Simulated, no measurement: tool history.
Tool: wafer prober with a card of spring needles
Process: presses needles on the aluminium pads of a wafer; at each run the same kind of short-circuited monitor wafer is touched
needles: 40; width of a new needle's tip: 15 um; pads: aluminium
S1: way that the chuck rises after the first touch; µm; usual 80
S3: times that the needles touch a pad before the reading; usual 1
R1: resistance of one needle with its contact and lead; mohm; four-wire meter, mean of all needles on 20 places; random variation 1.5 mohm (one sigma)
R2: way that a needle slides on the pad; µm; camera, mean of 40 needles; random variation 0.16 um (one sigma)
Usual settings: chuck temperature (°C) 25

{"run": 1, "hour": 0.0, "S1": 80, "chuck temperature (°C)": 25, "S3": 1, "R1": 140, "R2": 21.44}
{"run": 2, "hour": 9.3, "S1": 99, "chuck temperature (°C)": 25, "S3": 1, "R1": 148, "R2": 26.64}
{"hour": 15.8, "done": "tips cleaned on abrasive film"}
{"run": 3, "hour": 16.8, "S1": 80, "chuck temperature (°C)": 25, "S3": 1, "R1": 137, "R2": 21.27}
{"run": 4, "hour": 25.1, "S1": 80, "chuck temperature (°C)": 25, "S3": 1, "R1": 149, "R2": 21.37}
{"hour": 32.6, "done": "tips cleaned on abrasive film"}
{"run": 5, "hour": 38.4, "S1": 80, "chuck temperature (°C)": 25, "S3": 1, "R1": 144, "R2": 21.55}
{"hour": 49.7, "done": "tips cleaned on abrasive film"}
{"run": 6, "hour": 53.0, "S1": 80, "chuck temperature (°C)": 25, "S3": 1, "R1": 145, "R2": 21.4}
{"run": 7, "hour": 62.4, "S1": 80, "chuck temperature (°C)": 25, "S3": 1, "R1": 153, "R2": 21.04}
{"hour": 66.6, "done": "tips cleaned on abrasive film"}
{"run": 8, "hour": 73.1, "S1": 70, "chuck temperature (°C)": 25, "S3": 1, "R1": 150, "R2": 18.65}
{"run": 9, "hour": 81.8, "S1": 70, "chuck temperature (°C)": 25, "S3": 1, "R1": 161, "R2": 18.71}
{"hour": 83.0, "done": "tips cleaned on abrasive film"}
{"run": 10, "hour": 90.1, "S1": 80, "chuck temperature (°C)": 50, "S3": 2, "R1": 148, "R2": 21.54}
{"run": 11, "hour": 96.4, "S1": 80, "chuck temperature (°C)": 113, "S3": 1, "R1": 165, "R2": 21.54}
{"hour": 99.2, "done": "tips cleaned on abrasive film"}
{"run": 12, "hour": 110.6, "S1": 80, "chuck temperature (°C)": 113, "S3": 1, "R1": 168, "R2": 21.13}
{"hour": 115.9, "done": "tips cleaned on abrasive film"}
{"run": 13, "hour": 125.1, "S1": 80, "chuck temperature (°C)": 113, "S3": 1, "R1": 166, "R2": 20.99}
{"hour": 132.6, "done": "tips cleaned on abrasive film"}
{"run": 14, "hour": 134.3, "S1": 80, "chuck temperature (°C)": 113, "S3": 1, "R1": 158, "R2": 21.54}
{"run": 15, "hour": 146.0, "S1": 80, "chuck temperature (°C)": 113, "S3": 1, "R1": 167, "R2": 21.39}
{"hour": 149.3, "done": "tips cleaned on abrasive film"}
{"run": 16, "hour": 159.9, "S1": 80, "chuck temperature (°C)": 113, "S3": 1, "R1": 166, "R2": 21.45}
{"hour": 165.5, "done": "tips cleaned on abrasive film"}
{"run": 17, "hour": 172.6, "S1": 80, "chuck temperature (°C)": 113, "S3": 1, "R1": 161, "R2": 21.27}

Forecast each of these 3 alternatives for the next run:
{"hour": 181.6, "done": "tips cleaned on abrasive film"}
{"run": "A", "hour": 183.5, "S1": 80, "chuck temperature (°C)": 55, "S3": 1, "R1": "?", "R2": "?"}
{"hour": 181.6, "done": "tips cleaned on abrasive film"}
{"run": "B", "hour": 183.5, "S1": 80, "chuck temperature (°C)": 37, "S3": 1, "R1": "?", "R2": "?"}
{"hour": 181.6, "done": "tips cleaned on abrasive film"}
{"run": "C", "hour": 183.5, "S1": 82, "chuck temperature (°C)": 113, "S3": 2, "R1": "?", "R2": "?"}

run=A R1=142 R2=21.36
run=B R1=143 R2=21.18
run=C R1=152 R2=21.60
Without the tool's hidden state the same runs would have given:
run=A R1=136 R2=21.80
run=B R1=137 R2=21.62
run=C R1=149 R2=22.03
